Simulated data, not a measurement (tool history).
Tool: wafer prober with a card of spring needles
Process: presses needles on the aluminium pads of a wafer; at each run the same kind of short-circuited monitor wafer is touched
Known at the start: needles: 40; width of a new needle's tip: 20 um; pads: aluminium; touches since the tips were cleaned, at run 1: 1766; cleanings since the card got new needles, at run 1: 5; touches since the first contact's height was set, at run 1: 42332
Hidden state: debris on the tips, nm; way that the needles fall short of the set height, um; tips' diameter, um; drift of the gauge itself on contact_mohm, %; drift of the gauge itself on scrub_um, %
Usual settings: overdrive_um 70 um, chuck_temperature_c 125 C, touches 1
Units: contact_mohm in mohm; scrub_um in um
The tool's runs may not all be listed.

run   hour  overdrive_um  chuck_temperature_c  touches  touches since the tips were cleaned  cleanings since the card got new needles  touches since the first contact's height was set  contact_mohm  scrub_um
  1      0            70                  125        1                                 1766                                         5                                             42332           271     14.39
      26.8  -- tips cleaned on abrasive film
      60.4  -- tips cleaned on abrasive film
  2   69.6            70                  125        1                                 1976                                         7                                             57141           272     14.38
      97.3  -- tips cleaned on abrasive film
  3  127.9            70                  125        1                                 6521                                         8                                             69555           301     14.36
     134.2  -- tips cleaned on abrasive film
     168.1  -- tips cleaned on abrasive film
  4  174.4            70                  125        1                                 1333                                        10                                             79426           263     14.35
     201.7  -- tips cleaned on abrasive film
  5    228            70                  125        1                                 5607                                        11                                             90843           298     14.43
     234.4  -- tips cleaned on abrasive film
     267.5  -- tips cleaned on abrasive film
  6  270.1            70                  125        1                                  560                                        13                                             99785           247     14.21
       302  -- tips cleaned on abrasive film
  7  317.4            66                  125        1                                 3289                                        14                                            109846           300     13.45
     335.5  -- tips cleaned on abrasive film
     370.1  -- tips cleaned on abrasive film
  8  381.5            66                  125        1                                 2432                                        16                                            123476           301     13.47
     403.2  -- tips cleaned on abrasive film
     438.9  -- tips cleaned on abrasive film
  9  444.8            70                   79        1                                 1243                                        18                                            136931           259     14.18
     471.4  -- tips cleaned on abrasive film
     506.5  -- tips cleaned on abrasive film
 10  510.2            70                   79        1                                  778                                        20                                            150843           245     14.18
     539.9  -- tips cleaned on abrasive film
 11  555.3            70                   79        1                                 3278                                        21                                            160446           291     14.17
     576.5  -- tips cleaned on abrasive film
 12  596.7            70                   79        1                                 4304                                        22                                            169247           298     14.18
     615.1  -- tips cleaned on abrasive film
     648.3  -- tips cleaned on abrasive film
 13  648.3            70                   79        1                                    0                                        24                                            180210           224     14.04
     653.6  -- height of the first contact set anew
     685.4  -- tips cleaned on abrasive film
 14  714.7            70                  125        1                                 6234                                        25                                             13013           305     14.45
     720.3  -- tips cleaned on abrasive film
     756.8  -- tips cleaned on abrasive film
 15  770.6            88                  125        1                                 2946                                        27                                             24909           261     18.25
     791.7  -- tips cleaned on abrasive film
 16  807.1            70                   26        1                                 3286                                        28                                             32664           286     14.43

Run 17 comes next. What will it give?
       828  -- tips cleaned on abrasive film
 17  853.3            70                   26        1                                 5381                                        29                                             42493             ?         ?

Run 17 gave contact_mohm 293 mohm, scrub_um 14.5 um.
Without the tool's hidden state the same run would have given contact_mohm 202 mohm, scrub_um 14.59 um.
